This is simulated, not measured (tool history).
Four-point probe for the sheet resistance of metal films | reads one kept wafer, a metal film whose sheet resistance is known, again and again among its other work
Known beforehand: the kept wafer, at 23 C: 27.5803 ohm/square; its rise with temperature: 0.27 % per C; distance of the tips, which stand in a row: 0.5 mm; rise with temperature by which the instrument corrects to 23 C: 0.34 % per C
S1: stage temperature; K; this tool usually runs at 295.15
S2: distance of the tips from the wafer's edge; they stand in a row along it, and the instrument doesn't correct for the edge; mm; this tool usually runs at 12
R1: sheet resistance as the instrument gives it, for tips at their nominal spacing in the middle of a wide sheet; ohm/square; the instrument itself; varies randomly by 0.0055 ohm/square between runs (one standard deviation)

run,hour,S1,S2,R1
1,0,295.15,12,27.492799
2,81.7,295.15,12,27.490637
3,154.2,295.15,12,27.474224
4,236.5,295.15,12,27.488634
5,285.7,295.15,12,27.481955
6,329.7,303.15,12,27.320171
7,412.1,303.15,12,27.324149
8,499.8,306.15,20,27.250854
9,601.9,306.15,20,27.242416
10,686.9,300.15,9,27.394781
11,738.7,297.15,50,27.399985
12,825.5,305.15,31,27.253369

What if the next run were any one of these 5? Each begins from the tool's condition after run 12:
A,871.2,292.15,14,?
B,871.2,302.15,6,?
C,871.2,303.15,17,?
D,871.2,301.15,25,?
E,871.2,304.15,5,?

run,R1
A,27.498893
B,27.39313
C,27.292914
D,27.322633
E,27.395765
With the hidden condition removed and each run's random variation left untouched, the same runs would have given:
run,R1
A,27.670526
B,27.564268
C,27.463491
D,27.493359
E,27.566938
